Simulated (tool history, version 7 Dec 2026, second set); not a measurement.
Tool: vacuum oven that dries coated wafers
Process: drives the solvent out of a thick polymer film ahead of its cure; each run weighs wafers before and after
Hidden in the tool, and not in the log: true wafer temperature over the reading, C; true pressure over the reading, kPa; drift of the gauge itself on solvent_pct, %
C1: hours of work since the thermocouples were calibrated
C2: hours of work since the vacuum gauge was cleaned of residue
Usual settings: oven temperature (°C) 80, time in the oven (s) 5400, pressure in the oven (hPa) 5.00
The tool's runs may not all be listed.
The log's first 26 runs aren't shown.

{"run": 27, "hour": 1114.3, "oven temperature (°C)": 86, "time in the oven (s)": 5400, "pressure in the oven (hPa)": 14.64, "C1": 176, "C2": 668, "solvent left in the film (%)": 1.8}
{"run": 28, "hour": 1151.0, "oven temperature (°C)": 80, "time in the oven (s)": 5400, "pressure in the oven (hPa)": 12.23, "C1": 195, "C2": 687, "solvent left in the film (%)": 3.21}
{"run": 29, "hour": 1206.2, "oven temperature (°C)": 66, "time in the oven (s)": 5400, "pressure in the oven (hPa)": 14.04, "C1": 222, "C2": 714, "solvent left in the film (%)": 7.91}
{"run": 30, "hour": 1239.0, "oven temperature (°C)": 70, "time in the oven (s)": 7800, "pressure in the oven (hPa)": 13.67, "C1": 238, "C2": 730, "solvent left in the film (%)": 4.24}
{"run": 31, "hour": 1293.3, "oven temperature (°C)": 70, "time in the oven (s)": 4560, "pressure in the oven (hPa)": 13.67, "C1": 265, "C2": 757, "solvent left in the film (%)": 7.52}
{"run": 32, "hour": 1342.8, "oven temperature (°C)": 77, "time in the oven (s)": 6240, "pressure in the oven (hPa)": 4.46, "C1": 290, "C2": 782, "solvent left in the film (%)": 2.96}
{"run": 33, "hour": 1380.6, "oven temperature (°C)": 67, "time in the oven (s)": 7800, "pressure in the oven (hPa)": 8.66, "C1": 309, "C2": 801, "solvent left in the film (%)": 5.0}
{"run": 34, "hour": 1441.2, "oven temperature (°C)": 80, "time in the oven (s)": 5460, "pressure in the oven (hPa)": 2.58, "C1": 339, "C2": 831, "solvent left in the film (%)": 2.75}
{"run": 35, "hour": 1472.0, "oven temperature (°C)": 80, "time in the oven (s)": 5460, "pressure in the oven (hPa)": 2.58, "C1": 354, "C2": 846, "solvent left in the film (%)": 2.76}
{"run": 36, "hour": 1522.2, "oven temperature (°C)": 80, "time in the oven (s)": 5460, "pressure in the oven (hPa)": 2.58, "C1": 379, "C2": 871, "solvent left in the film (%)": 2.82}
{"run": 37, "hour": 1550.4, "oven temperature (°C)": 78, "time in the oven (s)": 5400, "pressure in the oven (hPa)": 5.87, "C1": 393, "C2": 885, "solvent left in the film (%)": 3.52}
{"run": 38, "hour": 1604.6, "oven temperature (°C)": 78, "time in the oven (s)": 5400, "pressure in the oven (hPa)": 5.87, "C1": 420, "C2": 912, "solvent left in the film (%)": 3.51}
{"run": 39, "hour": 1666.7, "oven temperature (°C)": 78, "time in the oven (s)": 5400, "pressure in the oven (hPa)": 5.87, "C1": 451, "C2": 943, "solvent left in the film (%)": 3.49}
{"run": 40, "hour": 1720.7, "oven temperature (°C)": 78, "time in the oven (s)": 5400, "pressure in the oven (hPa)": 5.43, "C1": 477, "C2": 969, "solvent left in the film (%)": 3.49}
{"run": 41, "hour": 1772.6, "oven temperature (°C)": 80, "time in the oven (s)": 3420, "pressure in the oven (hPa)": 5.43, "C1": 503, "C2": 995, "solvent left in the film (%)": 5.62}
{"run": 42, "hour": 1821.5, "oven temperature (°C)": 80, "time in the oven (s)": 3420, "pressure in the oven (hPa)": 5.43, "C1": 527, "C2": 1020, "solvent left in the film (%)": 5.66}
{"run": 43, "hour": 1867.4, "oven temperature (°C)": 80, "time in the oven (s)": 3540, "pressure in the oven (hPa)": 3.46, "C1": 550, "C2": 1042, "solvent left in the film (%)": 5.21}
{"run": 44, "hour": 1910.3, "oven temperature (°C)": 80, "time in the oven (s)": 3900, "pressure in the oven (hPa)": 2.69, "C1": 572, "C2": 1064, "solvent left in the film (%)": 4.71}
{"run": 45, "hour": 1957.7, "oven temperature (°C)": 76, "time in the oven (s)": 8040, "pressure in the oven (hPa)": 11.25, "C1": 595, "C2": 1087, "solvent left in the film (%)": 2.38}
{"run": 46, "hour": 1984.9, "oven temperature (°C)": 89, "time in the oven (s)": 5400, "pressure in the oven (hPa)": 16.94, "C1": 609, "C2": 1101, "solvent left in the film (%)": 1.49}

4 ways to go on from here, each from the tool as it stands after run 46. What would each give?
{"run": "A", "hour": 2022.6, "oven temperature (°C)": 94, "time in the oven (s)": 8100, "pressure in the oven (hPa)": 16.94, "C1": 627, "C2": 1119, "solvent left in the film (%)": "?"}
{"run": "B", "hour": 2022.6, "oven temperature (°C)": 89, "time in the oven (s)": 6600, "pressure in the oven (hPa)": 7.54, "C1": 627, "C2": 1119, "solvent left in the film (%)": "?"}
{"run": "C", "hour": 2022.6, "oven temperature (°C)": 74, "time in the oven (s)": 5400, "pressure in the oven (hPa)": 16.94, "C1": 627, "C2": 1119, "solvent left in the film (%)": "?"}
{"run": "D", "hour": 2022.6, "oven temperature (°C)": 91, "time in the oven (s)": 3180, "pressure in the oven (hPa)": 7.84, "C1": 627, "C2": 1119, "solvent left in the film (%)": "?"}

run=A solvent_left_in_the_film_(%)=0.41
run=B solvent_left_in_the_film_(%)=0.69
run=C solvent_left_in_the_film_(%)=5.17
run=D solvent_left_in_the_film_(%)=2.95
Without the tool's hidden state the same runs would have given:
run=A solvent_left_in_the_film_(%)=0.41
run=B solvent_left_in_the_film_(%)=0.68
run=C solvent_left_in_the_film_(%)=5.13
run=D solvent_left_in_the_film_(%)=2.93
